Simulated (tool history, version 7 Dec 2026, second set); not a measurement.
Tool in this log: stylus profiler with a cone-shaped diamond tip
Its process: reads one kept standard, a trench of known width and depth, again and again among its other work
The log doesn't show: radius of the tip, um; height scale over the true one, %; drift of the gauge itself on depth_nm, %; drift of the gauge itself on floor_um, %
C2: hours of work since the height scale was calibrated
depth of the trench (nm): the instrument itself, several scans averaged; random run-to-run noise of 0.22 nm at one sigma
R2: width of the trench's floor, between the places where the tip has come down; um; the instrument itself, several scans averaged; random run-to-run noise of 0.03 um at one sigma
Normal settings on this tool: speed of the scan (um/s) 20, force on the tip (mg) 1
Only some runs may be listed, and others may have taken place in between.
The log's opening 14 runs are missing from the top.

Run 15, day 29.358: usual settings but force on the tip (mg) 2.65; scans with this tip 8283; C2 1408. Result: depth of the trench (nm) 1005.6, R2 23.91 um.
Run 16, day 31.512: usual settings; scans with this tip 8487; C2 1443. Result: depth of the trench (nm) 1003.19, R2 23.77 um.
Run 17, day 33.046: usual settings but speed of the scan (um/s) 16; scans with this tip 8633; C2 1467. Result: depth of the trench (nm) 1003.01, R2 23.82 um.
At day 33.958: new tip fitted, height scale calibrated.
Run 18, day 35.796: usual settings but speed of the scan (um/s) 16; scans with this tip 175; C2 30. Result: depth of the trench (nm) 1002.78, R2 23.85 um.
Run 19, day 37.579: usual settings but speed of the scan (um/s) 16; scans with this tip 344; C2 59. Result: depth of the trench (nm) 1003.01, R2 23.89 um.
Run 20, day 39.846: usual settings but speed of the scan (um/s) 16; scans with this tip 560; C2 95. Result: depth of the trench (nm) 1002.86, R2 23.89 um.
Run 21, day 41.083: usual settings but speed of the scan (um/s) 16; scans with this tip 678; C2 115. Result: depth of the trench (nm) 1003.18, R2 23.87 um.
Run 22, day 42.383: usual settings but speed of the scan (um/s) 21, force on the tip (mg) 0.35; scans with this tip 801; C2 136. Result: depth of the trench (nm) 1001.76, R2 23.72 um.
Run 23, day 44.267: usual settings but speed of the scan (um/s) 21, force on the tip (mg) 0.35; scans with this tip 980; C2 167. Result: depth of the trench (nm) 1001.35, R2 23.65 um.
Run 24, day 45.825: usual settings but speed of the scan (um/s) 9, force on the tip (mg) 2; scans with this tip 1128; C2 192. Result: depth of the trench (nm) 1004.78, R2 24.03 um.
Run 25, day 48.767: usual settings but speed of the scan (um/s) 9, force on the tip (mg) 1.06; scans with this tip 1408; C2 239. Result: depth of the trench (nm) 1003.02, R2 23.96 um.
Run 26, day 50.012: usual settings but speed of the scan (um/s) 9, force on the tip (mg) 1.06; scans with this tip 1527; C2 259. Result: depth of the trench (nm) 1002.95, R2 23.94 um.
Run 27, day 52.625: usual settings but speed of the scan (um/s) 11, force on the tip (mg) 0.6; scans with this tip 1775; C2 302. Result: depth of the trench (nm) 1001.89, R2 23.89 um.
Run 28, day 54.875: usual settings but speed of the scan (um/s) 8, force on the tip (mg) 0.4; scans with this tip 1989; C2 338. Result: depth of the trench (nm) 1001.57, R2 23.8 um.
Run 29, day 57.238: usual settings but force on the tip (mg) 1.82; scans with this tip 2213; C2 376. Result: depth of the trench (nm) 1004.56, R2 23.86 um.
Run 30, day 58.738: usual settings but speed of the scan (um/s) 59, force on the tip (mg) 0.64; scans with this tip 2356; C2 401. Result: depth of the trench (nm) 1002.15, R2 23.29 um.
Run 31, day 61.517: usual settings but speed of the scan (um/s) 19, force on the tip (mg) 1.07; scans with this tip 2621; C2 445. Result: depth of the trench (nm) 1002.95, R2 23.84 um.
Run 32, day 63.371: usual settings but speed of the scan (um/s) 6, force on the tip (mg) 2.03; scans with this tip 2797; C2 475. Result: depth of the trench (nm) 1004.41, R2 23.92 um.
Run 33, day 64.871: usual settings but speed of the scan (um/s) 6, force on the tip (mg) 2.03; scans with this tip 2940; C2 500. Result: depth of the trench (nm) 1004.62, R2 24 um.
Run 34, day 67.175: usual settings but speed of the scan (um/s) 64, force on the tip (mg) 0.61; scans with this tip 3159; C2 537. Result: depth of the trench (nm) 1001.98, R2 23.23 um.
Run 35, day 68.975: usual settings but speed of the scan (um/s) 9, force on the tip (mg) 2.03; scans with this tip 3330; C2 566. Result: depth of the trench (nm) 1004.65, R2 23.97 um.
Run 36, day 70.833: usual settings but speed of the scan (um/s) 17, force on the tip (mg) 1.38; scans with this tip 3506; C2 596. Result: depth of the trench (nm) 1003.66, R2 23.87 um.

Run 37 has not been measured yet. What should we expect?
Run 37, day 72.054: usual settings but speed of the scan (um/s) 17, force on the tip (mg) 1.38; scans with this tip 3622; C2 616. Result: depth of the trench (nm) ?, R2 ?.

{"run 37": {"depth of the trench (nm)": 1003.64, "R2": 23.85}}
If the tool had no hidden condition, the same run with the same run-to-run variation would have returned depth of the trench (nm) 1003.63, R2 23.86 um.
